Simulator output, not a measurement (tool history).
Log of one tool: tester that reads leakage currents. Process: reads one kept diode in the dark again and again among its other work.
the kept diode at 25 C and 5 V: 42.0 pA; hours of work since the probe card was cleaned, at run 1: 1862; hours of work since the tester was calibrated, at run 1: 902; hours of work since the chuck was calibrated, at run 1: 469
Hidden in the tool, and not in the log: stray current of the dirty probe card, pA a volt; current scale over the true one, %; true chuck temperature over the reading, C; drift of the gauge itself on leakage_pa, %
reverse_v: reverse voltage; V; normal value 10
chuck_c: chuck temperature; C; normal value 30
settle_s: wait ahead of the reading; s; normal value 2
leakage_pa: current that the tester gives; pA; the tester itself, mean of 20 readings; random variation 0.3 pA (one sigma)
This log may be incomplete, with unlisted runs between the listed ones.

run,hour,reverse_v,chuck_c,settle_s,hours of work since the probe card was cleaned,hours of work since the tester was calibrated,hours of work since the chuck was calibrated,leakage_pa
1,0,10,30,2,1862,902,469,99.26
2,30.8,10,30,1.3,1882,922,489,99.75
3,68,10,44,1.3,1907,947,514,338.6
4,91.8,10,45,2,1923,963,530,367.69
5,126,10,45,2,1946,986,553,367.12
6,144,10,30,2,1958,998,565,98.99
7,176.8,10,35,2,1980,1020,587,155.14
8,203.8,10,35,2,1998,1038,605,155.05
9,232,10,30,2.23,2016,1057,624,98.3
10,250.3,2.6,30,2,2029,1069,636,48.11
11,271.4,2.6,30,2,2043,1083,650,48.62
12,297.4,2.6,30,2,2060,1100,667,48.48
13,317.8,10,45,2,2074,1114,681,366.88
14,344,10,30,5.04,2091,1131,698,97.58
15,380.9,10,30,5.04,2116,1156,723,97.77
16,409.8,10,30,5.04,2135,1175,742,97.92
17,438.3,10,30,5.04,2154,1194,761,98.23
18,466.4,17.5,30,2,2173,1213,780,133.61
19,501.6,14.1,47,0.75,2196,1237,804,523.5
20,520,14.1,47,0.75,2209,1249,816,523.59
21,555.2,2.1,31,8.47,2232,1272,839,47.05
22,587.6,17.6,31,8.47,2254,1294,861,144.33

What will run 23 give?
23,621.4,4.8,32,2.13,2276,1317,883,?

{"run 23": {"leakage_pa": 80.12}}
On a tool with no hidden condition, and with the same random variation, this run would have come out at leakage_pa 80.08 pA.
